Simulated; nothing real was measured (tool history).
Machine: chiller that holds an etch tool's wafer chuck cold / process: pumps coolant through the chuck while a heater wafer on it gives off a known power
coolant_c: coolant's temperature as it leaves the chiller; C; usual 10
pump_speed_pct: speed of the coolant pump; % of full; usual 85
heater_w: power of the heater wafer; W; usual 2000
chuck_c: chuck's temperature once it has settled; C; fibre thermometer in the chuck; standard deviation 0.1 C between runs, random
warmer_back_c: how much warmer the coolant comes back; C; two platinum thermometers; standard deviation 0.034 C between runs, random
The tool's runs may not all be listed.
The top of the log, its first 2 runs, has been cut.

| run | hour | coolant_c | pump_speed_pct | heater_w | hours since the coolant was changed and the channels were flushed | hours since the pump was overhauled | hours since the chiller's thermometer was calibrated | chuck_c | warmer_back_c |
|---|---|---|---|---|---|---|---|---|---|
| 3 | 119.4 | 10 | 85 | 2000 | 2538 | 688 | 2840 | 23.0 | 5.05 |
| 4 | 187.8 | 10 | 85 | 2000 | 2606 | 757 | 2909 | 22.9 | 5.07 |
| 5 | 254.9 | 10 | 85 | 2898 | 2674 | 824 | 2976 | 28.5 | 7.36 |
| 6 | 327.0 | 10 | 85 | 2898 | 2746 | 896 | 3048 | 28.6 | 7.36 |
| 7 | 398.8 | 10 | 85 | 2898 | 2817 | 968 | 3120 | 28.6 | 7.36 |
| 8 | 456.6 | 10 | 85 | 2000 | 2875 | 1026 | 3178 | 22.8 | 5.04 |
| 9 | 514.2 | 10 | 85 | 2000 | 2933 | 1083 | 3235 | 22.9 | 5.05 |
| 10 | 557.7 | 13 | 85 | 2000 | 2976 | 1127 | 3279 | 25.6 | 5.15 |
| 11 | 596.6 | 13 | 85 | 2000 | 3015 | 1166 | 3318 | 25.7 | 5.09 |
| 12 | 660.2 | 13 | 85 | 2000 | 3079 | 1229 | 3381 | 25.8 | 5.07 |
| 13 | 691.9 | 10 | 85 | 2000 | 3111 | 1261 | 3413 | 22.8 | 5.08 |
| 14 | 731.7 | 10 | 85 | 2000 | 3150 | 1301 | 3453 | 22.9 | 5.07 |
| 15 | 777.5 | 10 | 85 | 2000 | 3196 | 1347 | 3498 | 23.0 | 5.11 |

For run 16, what comes out?
| 16 | 850.6 | 10 | 85 | 2000 | 3269 | 1420 | 3572 | ? | ? |

Logged for run 16: chuck_c 22.8 C, warmer_back_c 5.06 C.
Minus the tool's unlogged condition, the same run would have read chuck_c 22.8 C, warmer_back_c 5.06 C.

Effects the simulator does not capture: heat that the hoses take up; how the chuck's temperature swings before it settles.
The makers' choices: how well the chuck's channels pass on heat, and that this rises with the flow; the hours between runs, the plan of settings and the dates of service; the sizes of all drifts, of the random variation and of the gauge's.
